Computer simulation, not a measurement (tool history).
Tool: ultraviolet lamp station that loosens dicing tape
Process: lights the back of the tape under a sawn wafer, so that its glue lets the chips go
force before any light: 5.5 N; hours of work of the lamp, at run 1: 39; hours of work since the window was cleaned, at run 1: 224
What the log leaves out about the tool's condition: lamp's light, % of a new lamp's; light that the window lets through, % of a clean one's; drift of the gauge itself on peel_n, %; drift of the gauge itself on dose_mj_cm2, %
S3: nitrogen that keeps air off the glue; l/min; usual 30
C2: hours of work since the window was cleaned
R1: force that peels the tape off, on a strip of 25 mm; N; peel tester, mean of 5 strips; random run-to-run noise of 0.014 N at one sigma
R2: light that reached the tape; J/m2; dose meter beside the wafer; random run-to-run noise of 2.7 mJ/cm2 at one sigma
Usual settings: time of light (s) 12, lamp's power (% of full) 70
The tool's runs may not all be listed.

run 1 hour=0 | time_of_light_(s)=12 lamp's_power_(%_of_full)=70 S3=30 | hours_of_work_of_the_lamp=39 C2=224 | R1=0.711 R2=3490
run 2 hour=7.5 | time_of_light_(s)=7 lamp's_power_(%_of_full)=70 S3=30 | hours_of_work_of_the_lamp=45 C2=229 | R1=1.663 R2=2040
run 3 hour=13.9 | time_of_light_(s)=7 lamp's_power_(%_of_full)=70 S3=30 | hours_of_work_of_the_lamp=49 C2=234 | R1=1.663 R2=2010
run 4 hour=21.3 | time_of_light_(s)=7 lamp's_power_(%_of_full)=70 S3=30 | hours_of_work_of_the_lamp=55 C2=239 | R1=1.608 R2=2030
run 5 hour=32.3 | time_of_light_(s)=8 lamp's_power_(%_of_full)=70 S3=30 | hours_of_work_of_the_lamp=62 C2=247 | R1=1.434 R2=2300
run 6 hour=40 | time_of_light_(s)=8 lamp's_power_(%_of_full)=70 S3=30 | hours_of_work_of_the_lamp=68 C2=252 | R1=1.398 R2=2320
run 7 hour=47.4 | time_of_light_(s)=12 lamp's_power_(%_of_full)=75 S3=30 | hours_of_work_of_the_lamp=73 C2=258 | R1=0.668 R2=3690
run 8 hour=61.2 | time_of_light_(s)=12 lamp's_power_(%_of_full)=70 S3=30 | hours_of_work_of_the_lamp=83 C2=267 | R1=0.762 R2=3460
run 9 hour=73.7 | time_of_light_(s)=12 lamp's_power_(%_of_full)=70 S3=30 | hours_of_work_of_the_lamp=92 C2=276 | R1=0.769 R2=3440
run 10 hour=86.4 | time_of_light_(s)=12 lamp's_power_(%_of_full)=70 S3=30 | hours_of_work_of_the_lamp=101 C2=285 | R1=0.746 R2=3400
run 11 hour=93.3 | time_of_light_(s)=12 lamp's_power_(%_of_full)=70 S3=30 | hours_of_work_of_the_lamp=106 C2=290 | R1=0.75 R2=3400
run 12 hour=101 | time_of_light_(s)=12 lamp's_power_(%_of_full)=70 S3=30 | hours_of_work_of_the_lamp=111 C2=296 | R1=0.791 R2=3400
run 13 hour=110.2 | time_of_light_(s)=12 lamp's_power_(%_of_full)=70 S3=30 | hours_of_work_of_the_lamp=118 C2=302 | R1=0.772 R2=3400
run 14 hour=119.3 | time_of_light_(s)=12 lamp's_power_(%_of_full)=74 S3=30 | hours_of_work_of_the_lamp=124 C2=309 | R1=0.723 R2=3570
run 15 hour=130.6 | time_of_light_(s)=12 lamp's_power_(%_of_full)=74 S3=30 | hours_of_work_of_the_lamp=132 C2=317 | R1=0.704 R2=3560
run 16 hour=142.2 | time_of_light_(s)=12 lamp's_power_(%_of_full)=74 S3=30 | hours_of_work_of_the_lamp=141 C2=325 | R1=0.728 R2=3530
run 17 hour=152.3 | time_of_light_(s)=12 lamp's_power_(%_of_full)=74 S3=30 | hours_of_work_of_the_lamp=148 C2=332 | R1=0.725 R2=3530
run 18 hour=162.5 | time_of_light_(s)=12 lamp's_power_(%_of_full)=74 S3=30 | hours_of_work_of_the_lamp=155 C2=340 | R1=0.719 R2=3500
run 19 hour=174 | time_of_light_(s)=12 lamp's_power_(%_of_full)=74 S3=30 | hours_of_work_of_the_lamp=163 C2=348 | R1=0.75 R2=3500
run 20 hour=186.4 | time_of_light_(s)=12 lamp's_power_(%_of_full)=74 S3=30 | hours_of_work_of_the_lamp=172 C2=357 | R1=0.728 R2=3450
run 21 hour=195.5 | time_of_light_(s)=12 lamp's_power_(%_of_full)=70 S3=30 | hours_of_work_of_the_lamp=179 C2=363 | R1=0.844 R2=3290
run 22 hour=202.2 | time_of_light_(s)=9 lamp's_power_(%_of_full)=60 S3=21 | hours_of_work_of_the_lamp=183 C2=368 | R1=1.906 R2=2110
run 23 hour=215.9 | time_of_light_(s)=21 lamp's_power_(%_of_full)=60 S3=16 | hours_of_work_of_the_lamp=193 C2=378 | R1=0.628 R2=4870
run 24 hour=230.6 | time_of_light_(s)=21 lamp's_power_(%_of_full)=60 S3=16 | hours_of_work_of_the_lamp=204 C2=388 | R1=0.657 R2=4830
run 25 hour=240.9 | time_of_light_(s)=12 lamp's_power_(%_of_full)=61 S3=30 | hours_of_work_of_the_lamp=211 C2=396 | R1=1.094 R2=2840
run 26 hour=248.5 | time_of_light_(s)=12 lamp's_power_(%_of_full)=61 S3=30 | hours_of_work_of_the_lamp=217 C2=401 | R1=1.101 R2=2770
run 27 hour=262.9 | time_of_light_(s)=18 lamp's_power_(%_of_full)=80 S3=42 | hours_of_work_of_the_lamp=227 C2=411 | R1=0.24 R2=5520
run 28 hour=277.2 | time_of_light_(s)=12 lamp's_power_(%_of_full)=96 S3=11 | hours_of_work_of_the_lamp=237 C2=421 | R1=1.01 R2=4340
run 29 hour=284.4 | time_of_light_(s)=8 lamp's_power_(%_of_full)=83 S3=13 | hours_of_work_of_the_lamp=242 C2=427 | R1=1.839 R2=2510
run 30 hour=294.4 | time_of_light_(s)=7 lamp's_power_(%_of_full)=62 S3=26 | hours_of_work_of_the_lamp=249 C2=434 | R1=2.222 R2=1610
run 31 hour=307.6 | time_of_light_(s)=12 lamp's_power_(%_of_full)=88 S3=30 | hours_of_work_of_the_lamp=259 C2=443 | R1=0.606 R2=3940
run 32 hour=315.9 | time_of_light_(s)=21 lamp's_power_(%_of_full)=65 S3=23 | hours_of_work_of_the_lamp=265 C2=449 | R1=0.415 R2=5070
run 33 hour=327.4 | time_of_light_(s)=9 lamp's_power_(%_of_full)=62 S3=41 | hours_of_work_of_the_lamp=273 C2=457 | R1=1.412 R2=2100
run 34 hour=339.9 | time_of_light_(s)=17 lamp's_power_(%_of_full)=96 S3=29 | hours_of_work_of_the_lamp=282 C2=466 | R1=0.256 R2=6040
run 35 hour=350.2 | time_of_light_(s)=18 lamp's_power_(%_of_full)=65 S3=30 | hours_of_work_of_the_lamp=289 C2=474 | R1=0.493 R2=4310
run 36 hour=364.2 | time_of_light_(s)=7 lamp's_power_(%_of_full)=62 S3=49 | hours_of_work_of_the_lamp=299 C2=483 | R1=1.738 R2=1630
run 37 hour=372.7 | time_of_light_(s)=7 lamp's_power_(%_of_full)=75 S3=56 | hours_of_work_of_the_lamp=305 C2=489 | R1=1.31 R2=1940
run 38 hour=383.8 | time_of_light_(s)=13 lamp's_power_(%_of_full)=81 S3=30 | hours_of_work_of_the_lamp=313 C2=497 | R1=0.622 R2=3910
run 39 hour=397.9 | time_of_light_(s)=11 lamp's_power_(%_of_full)=70 S3=38 | hours_of_work_of_the_lamp=323 C2=507 | R1=0.922 R2=2800
run 40 hour=404.4 | time_of_light_(s)=14 lamp's_power_(%_of_full)=70 S3=32 | hours_of_work_of_the_lamp=328 C2=512 | R1=0.689 R2=3600
run 41 hour=410.8 | time_of_light_(s)=14 lamp's_power_(%_of_full)=70 S3=32 | hours_of_work_of_the_lamp=332 C2=517 | R1=0.686 R2=3570

Subtracting, for every run, the result it would have given without the tool's unlogged condition from the measured result gives the following. The same run-to-run variation enters both numbers; the gauge's scatter may not:
run=1 R1=+0.053 R2=-150
run=2 R1=+0.084 R2=-90
run=3 R1=+0.088 R2=-100
run=4 R1=+0.089 R2=-100
run=5 R1=+0.096 R2=-120
run=6 R1=+0.098 R2=-130
run=7 R1=+0.07 R2=-220
run=8 R1=+0.082 R2=-220
run=9 R1=+0.088 R2=-240
run=10 R1=+0.091 R2=-240
run=11 R1=+0.093 R2=-260
run=12 R1=+0.102 R2=-270
run=13 R1=+0.104 R2=-270
run=14 R1=+0.104 R2=-300
run=15 R1=+0.104 R2=-320
run=16 R1=+0.112 R2=-330
run=17 R1=+0.116 R2=-340
run=18 R1=+0.118 R2=-350
run=19 R1=+0.129 R2=-360
run=20 R1=+0.128 R2=-380
run=21 R1=+0.148 R2=-370
run=22 R1=+0.218 R2=-250
run=23 R1=+0.127 R2=-590
run=24 R1=+0.138 R2=-620
run=25 R1=+0.199 R2=-380
run=26 R1=+0.204 R2=-370
run=27 R1=+0.05 R2=-780
run=28 R1=+0.206 R2=-640
run=29 R1=+0.261 R2=-380
run=30 R1=+0.285 R2=-250
run=31 R1=+0.159 R2=-630
run=32 R1=+0.114 R2=-820
run=33 R1=+0.276 R2=-340
run=34 R1=+0.064 R2=-1040
run=35 R1=+0.143 R2=-770
run=36 R1=+0.311 R2=-290
run=37 R1=+0.288 R2=-350
run=38 R1=+0.183 R2=-740
run=39 R1=+0.251 R2=-550
run=40 R1=+0.21 R2=-710
run=41 R1=+0.21 R2=-720

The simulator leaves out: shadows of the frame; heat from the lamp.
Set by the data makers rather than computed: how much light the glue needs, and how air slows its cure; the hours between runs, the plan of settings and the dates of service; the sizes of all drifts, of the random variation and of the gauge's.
